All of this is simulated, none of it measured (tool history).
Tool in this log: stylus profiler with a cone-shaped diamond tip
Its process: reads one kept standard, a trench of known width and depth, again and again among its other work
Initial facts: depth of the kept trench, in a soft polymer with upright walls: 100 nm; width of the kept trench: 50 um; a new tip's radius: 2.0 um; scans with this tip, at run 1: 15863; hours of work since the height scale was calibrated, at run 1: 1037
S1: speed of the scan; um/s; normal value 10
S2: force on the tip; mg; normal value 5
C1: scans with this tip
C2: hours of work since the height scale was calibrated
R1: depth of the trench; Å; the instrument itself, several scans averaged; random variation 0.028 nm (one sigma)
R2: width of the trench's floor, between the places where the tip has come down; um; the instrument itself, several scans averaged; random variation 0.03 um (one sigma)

{"run": 1, "hour": 0.0, "S1": 10, "S2": 5, "C1": 15863, "C2": 1037, "R1": 1015.9, "R2": 48.31}
{"run": 2, "hour": 84.3, "S1": 10, "S2": 5, "C1": 16110, "C2": 1085, "R1": 1015.7, "R2": 48.37}
{"run": 3, "hour": 198.8, "S1": 10, "S2": 5, "C1": 16445, "C2": 1150, "R1": 1015.8, "R2": 48.33}
{"run": 4, "hour": 286.6, "S1": 10, "S2": 5, "C1": 16702, "C2": 1199, "R1": 1016.4, "R2": 48.34}
{"run": 5, "hour": 356.8, "S1": 10, "S2": 5, "C1": 16907, "C2": 1239, "R1": 1016, "R2": 48.29}
{"run": 6, "hour": 454.1, "S1": 10, "S2": 5, "C1": 17192, "C2": 1294, "R1": 1016.2, "R2": 48.3}
{"run": 7, "hour": 568.4, "S1": 10, "S2": 5, "C1": 17526, "C2": 1359, "R1": 1015.8, "R2": 48.3}
{"run": 8, "hour": 669.5, "S1": 10, "S2": 8.3, "C1": 17822, "C2": 1417, "R1": 1022.1, "R2": 48.27}
{"run": 9, "hour": 787.9, "S1": 10, "S2": 2.96, "C1": 18169, "C2": 1484, "R1": 1013.2, "R2": 48.32}
{"run": 10, "hour": 867.4, "S1": 10, "S2": 2.96, "C1": 18402, "C2": 1529, "R1": 1012.9, "R2": 48.28}
{"run": 11, "hour": 976.2, "S1": 10, "S2": 5, "C1": 18720, "C2": 1591, "R1": 1017.3, "R2": 48.26}
{"run": 12, "hour": 1085.8, "S1": 10, "S2": 5, "C1": 19041, "C2": 1653, "R1": 1016.9, "R2": 48.29}
{"run": 13, "hour": 1195.3, "S1": 10, "S2": 5, "C1": 19361, "C2": 1715, "R1": 1016.6, "R2": 48.24}
{"run": 14, "hour": 1314.4, "S1": 10, "S2": 5, "C1": 19710, "C2": 1783, "R1": 1017.4, "R2": 48.29}
{"run": 15, "hour": 1379.3, "S1": 10, "S2": 5, "C1": 19900, "C2": 1819, "R1": 1017.8, "R2": 48.21}
{"run": 16, "hour": 1470.8, "S1": 10, "S2": 5, "C1": 20168, "C2": 1871, "R1": 1017.9, "R2": 48.24}
{"run": 17, "hour": 1559.9, "S1": 10, "S2": 5, "C1": 20429, "C2": 1922, "R1": 1018, "R2": 48.23}
{"run": 18, "hour": 1694.4, "S1": 10, "S2": 5, "C1": 20822, "C2": 1998, "R1": 1017.9, "R2": 48.19}
{"hour": 1764.0, "done": "height scale calibrated on a step standard"}
{"run": 19, "hour": 1810.9, "S1": 10, "S2": 5, "C1": 21161, "C2": 27, "R1": 1013.3, "R2": 48.19}
{"run": 20, "hour": 1880.1, "S1": 5, "S2": 13.24, "C1": 21364, "C2": 66, "R1": 1026.3, "R2": 48.29}
{"run": 21, "hour": 1941.9, "S1": 3, "S2": 7.69, "C1": 21545, "C2": 101, "R1": 1018.4, "R2": 48.19}
{"run": 22, "hour": 2008.4, "S1": 3, "S2": 7.69, "C1": 21740, "C2": 139, "R1": 1017.9, "R2": 48.28}
{"run": 23, "hour": 2081.9, "S1": 3, "S2": 3.55, "C1": 21955, "C2": 180, "R1": 1011.3, "R2": 48.21}
{"run": 24, "hour": 2165.3, "S1": 6, "S2": 14.67, "C1": 22199, "C2": 228, "R1": 1028.1, "R2": 48.19}
{"run": 25, "hour": 2295.1, "S1": 6, "S2": 14.67, "C1": 22579, "C2": 301, "R1": 1028.2, "R2": 48.23}
{"run": 26, "hour": 2424.1, "S1": 6, "S2": 14.67, "C1": 22956, "C2": 375, "R1": 1028.7, "R2": 48.18}
{"run": 27, "hour": 2548.4, "S1": 7, "S2": 2.61, "C1": 23320, "C2": 445, "R1": 1009.2, "R2": 48.17}
{"run": 28, "hour": 2630.1, "S1": 7, "S2": 2.61, "C1": 23559, "C2": 491, "R1": 1009.9, "R2": 48.17}
{"run": 29, "hour": 2708.2, "S1": 7, "S2": 2.61, "C1": 23788, "C2": 536, "R1": 1010, "R2": 48.15}
{"run": 30, "hour": 2813.6, "S1": 10, "S2": 5.42, "C1": 24096, "C2": 596, "R1": 1016, "R2": 48.26}
{"run": 31, "hour": 2908.3, "S1": 27, "S2": 14.15, "C1": 24373, "C2": 649, "R1": 1028.6, "R2": 48.15}
{"run": 32, "hour": 3007.7, "S1": 4, "S2": 3.06, "C1": 24665, "C2": 706, "R1": 1011.4, "R2": 48.14}
{"run": 33, "hour": 3125.3, "S1": 4, "S2": 3.06, "C1": 25009, "C2": 772, "R1": 1011.5, "R2": 48.15}
{"run": 34, "hour": 3228.2, "S1": 4, "S2": 3.06, "C1": 25310, "C2": 831, "R1": 1011.2, "R2": 48.17}
{"run": 35, "hour": 3316.5, "S1": 4, "S2": 3.06, "C1": 25568, "C2": 881, "R1": 1011.4, "R2": 48.18}

Subtracting, for every run, the result it would have given without the tool's unlogged condition from the measured result gives the following. The same run-to-run variation enters both numbers; the gauge's scatter may not:
Unlogged tool condition in this case: radius of the tip, um; height scale over the true one, %; drift of the gauge itself on depth_nm, %; drift of the gauge itself on floor_um, %.
run=1 R1=+2.2 R2=-0.4
run=2 R1=+2.3 R2=-0.4
run=3 R1=+2.4 R2=-0.41
run=4 R1=+2.6 R2=-0.42
run=5 R1=+2.7 R2=-0.42
run=6 R1=+2.8 R2=-0.43
run=7 R1=+3 R2=-0.43
run=8 R1=+3.1 R2=-0.44
run=9 R1=+3.3 R2=-0.45
run=10 R1=+3.4 R2=-0.46
run=11 R1=+3.6 R2=-0.46
run=12 R1=+3.8 R2=-0.47
run=13 R1=+3.9 R2=-0.47
run=14 R1=+4.1 R2=-0.47
run=15 R1=+4.2 R2=-0.48
run=16 R1=+4.4 R2=-0.49
run=17 R1=+4.5 R2=-0.49
run=18 R1=+4.6 R2=-0.49
run=19 R1=-0.2 R2=-0.5
run=20 R1=-0.1 R2=-0.5
run=21 R1=+0 R2=-0.51
run=22 R1=+0.1 R2=-0.52
run=23 R1=+0.2 R2=-0.52
run=24 R1=+0.3 R2=-0.52
run=25 R1=+0.6 R2=-0.53
run=26 R1=+0.8 R2=-0.54
run=27 R1=+0.9 R2=-0.55
run=28 R1=+1 R2=-0.55
run=29 R1=+1.1 R2=-0.55
run=30 R1=+1.3 R2=-0.56
run=31 R1=+1.4 R2=-0.57
run=32 R1=+1.5 R2=-0.57
run=33 R1=+1.8 R2=-0.58
run=34 R1=+1.9 R2=-0.58
run=35 R1=+2 R2=-0.59
